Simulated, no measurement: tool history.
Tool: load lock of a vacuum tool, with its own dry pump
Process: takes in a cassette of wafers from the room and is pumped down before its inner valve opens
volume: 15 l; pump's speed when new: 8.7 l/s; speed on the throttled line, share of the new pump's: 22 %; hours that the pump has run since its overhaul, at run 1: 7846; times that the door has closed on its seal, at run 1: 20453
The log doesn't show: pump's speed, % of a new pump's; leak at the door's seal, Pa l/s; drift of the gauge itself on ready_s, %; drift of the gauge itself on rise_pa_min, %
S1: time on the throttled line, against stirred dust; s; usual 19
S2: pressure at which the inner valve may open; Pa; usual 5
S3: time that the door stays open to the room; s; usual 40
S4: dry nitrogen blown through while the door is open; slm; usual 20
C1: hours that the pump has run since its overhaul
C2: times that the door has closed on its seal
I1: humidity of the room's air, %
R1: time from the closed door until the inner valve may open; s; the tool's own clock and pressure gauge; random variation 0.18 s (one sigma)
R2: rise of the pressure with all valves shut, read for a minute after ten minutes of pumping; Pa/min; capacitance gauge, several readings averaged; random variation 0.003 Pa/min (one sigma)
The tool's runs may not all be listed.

run 1 hour=0 | S1=19 S2=5 S3=40 S4=20 | C1=7846 C2=20453 | I1=45 | R1=33.3 R2=0.11
run 2 hour=355.1 | S1=19 S2=5 S3=40 S4=20 | C1=8201 C2=21894 | I1=48.7 | R1=33.1 R2=0.126
run 3 hour=681.5 | S1=19 S2=5 S3=40 S4=20 | C1=8528 C2=23219 | I1=45 | R1=33.4 R2=0.131
run 4 hour=847.7 | S1=19 S2=5 S3=40 S4=20 | C1=8694 C2=23894 | I1=43 | R1=33.7 R2=0.134
run 5 hour=1090 | S1=19 S2=5 S3=40 S4=20 | C1=8936 C2=24878 | I1=42.5 | R1=33.6 R2=0.137
run 6 hour=1259.5 | S1=19 S2=5 S3=40 S4=20 | C1=9106 C2=25566 | I1=46 | R1=33.2 R2=0.146
run 7 hour=1604 | S1=19 S2=5 S3=40 S4=20 | C1=9450 C2=26965 | I1=42.5 | R1=33.2 R2=0.15
run 8 hour=1794.9 | S1=19 S2=5 S3=40 S4=20 | C1=9641 C2=27740 | I1=43.7 | R1=33.7 R2=0.151
run 9 hour=2126.3 | S1=19 S2=5 S3=40 S4=20 | C1=9972 C2=29086 | I1=47.1 | R1=33.4 R2=0.163
run 10 hour=2291.6 | S1=19 S2=5 S3=40 S4=20 | C1=10138 C2=29757 | I1=46.3 | R1=33.9 R2=0.173
run 11 hour=2488.6 | S1=19 S2=5 S3=40 S4=13 | C1=10335 C2=30557 | I1=43.3 | R1=33.6 R2=0.182
run 12 hour=2763.8 | S1=19 S2=7 S3=40 S4=20 | C1=10610 C2=31674 | I1=48 | R1=32.9 R2=0.186
run 13 hour=3010.1 | S1=19 S2=7 S3=40 S4=20 | C1=10856 C2=32674 | I1=46.9 | R1=32.7 R2=0.195
run 14 hour=3219.3 | S1=19 S2=7 S3=40 S4=20 | C1=11065 C2=33523 | I1=48 | R1=33.3 R2=0.193
run 15 hour=3419.3 | S1=19 S2=7 S3=40 S4=20 | C1=11265 C2=34335 | I1=47.2 | R1=33.3 R2=0.2
run 16 hour=3710.4 | S1=19 S2=7 S3=30 S4=20 | C1=11557 C2=35517 | I1=43.3 | R1=32.9 R2=0.206
run 17 hour=4067.5 | S1=13 S2=5 S3=40 S4=20 | C1=11914 C2=36967 | I1=46.3 | R1=29 R2=0.224
run 18 hour=4242.9 | S1=13 S2=5 S3=40 S4=20 | C1=12089 C2=37679 | I1=45.6 | R1=29 R2=0.227
run 19 hour=4601.1 | S1=34 S2=6 S3=49 S4=10 | C1=12447 C2=39134 | I1=46.6 | R1=45.1 R2=0.253
run 20 hour=4910.5 | S1=26 S2=4 S3=56 S4=4 | C1=12757 C2=40390 | I1=44.7 | R1=40.1 R2=0.296
run 21 hour=5102.8 | S1=17 S2=4 S3=56 S4=4 | C1=12949 C2=41171 | I1=44.8 | R1=33.1 R2=0.297
run 22 hour=5412 | S1=17 S2=7 S3=56 S4=18 | C1=13258 C2=42426 | I1=41.9 | R1=31.4 R2=0.273
run 23 hour=5631 | S1=17 S2=7 S3=56 S4=18 | C1=13477 C2=43315 | I1=44.5 | R1=31.9 R2=0.282
run 24 hour=5814.9 | S1=17 S2=8 S3=157 S4=18 | C1=13661 C2=44062 | I1=45.3 | R1=31.5 R2=0.321
run 25 hour=6051.4 | S1=11 S2=7 S3=44 S4=34 | C1=13898 C2=45022 | I1=46.1 | R1=27.4 R2=0.288
run 26 hour=6287.8 | S1=19 S2=5 S3=40 S4=20 | C1=14134 C2=45982 | I1=45.9 | R1=34.2 R2=0.306
run 27 hour=6615 | S1=26 S2=5 S3=40 S4=4 | C1=14461 C2=47310 | I1=49.2 | R1=39.6 R2=0.355
run 28 hour=6871.5 | S1=26 S2=5 S3=40 S4=4 | C1=14718 C2=48352 | I1=44.6 | R1=39.5 R2=0.36
run 29 hour=7203.3 | S1=26 S2=5 S3=40 S4=4 | C1=15049 C2=49699 | I1=47.4 | R1=39.8 R2=0.379
run 30 hour=7450.2 | S1=25 S2=5 S3=52 S4=20 | C1=15296 C2=50701 | I1=46.3 | R1=38.7 R2=0.362
run 31 hour=7618.1 | S1=28 S2=9 S3=56 S4=6 | C1=15464 C2=51383 | I1=42.8 | R1=40.1 R2=0.391
run 32 hour=7766.9 | S1=19 S2=5 S3=218 S4=20 | C1=15613 C2=51987 | I1=45.4 | R1=34.2 R2=0.42
run 33 hour=7999.6 | S1=19 S2=6 S3=32 S4=20 | C1=15846 C2=52932 | I1=45.8 | R1=33.8 R2=0.363
run 34 hour=8247.5 | S1=17 S2=7 S3=32 S4=20 | C1=16094 C2=53938 | I1=41.9 | R1=32.4 R2=0.369
run 35 hour=8515.7 | S1=17 S2=7 S3=32 S4=20 | C1=16362 C2=55028 | I1=43.6 | R1=32.1 R2=0.388
run 36 hour=8773.9 | S1=17 S2=7 S3=32 S4=20 | C1=16620 C2=56076 | I1=45.2 | R1=32.2 R2=0.395

Some steps in R1 between neighbouring runs. How much of each would the tool show without its hidden state too (settings, what came in, random variation), and how much is left for the hidden state, with any gauge scatter that isn't in both results?
Run 18 -> 19: S1 13 -> 34, S2 5 -> 6, S3 40 -> 49, S4 20 -> 10. R1 +16.1 s: hidden state -0.5, all else +16.6.
Run 19 -> 20: S1 34 -> 26, S2 6 -> 4, S3 49 -> 56, S4 10 -> 4. R1 -5 s: hidden state +0.4, all else -5.4.
Run 20 -> 21: S1 26 -> 17. R1 -7 s: hidden state +0.2, all else -7.2.
Run 25 -> 26: S1 11 -> 19, S2 7 -> 5, S3 44 -> 40, S4 34 -> 20. R1 +6.8 s: hidden state -0.2, all else +7.
Run 31 -> 32: S1 28 -> 19, S2 9 -> 5, S3 56 -> 218, S4 6 -> 20. R1 -5.9 s: hidden state +0.6, all else -6.5.
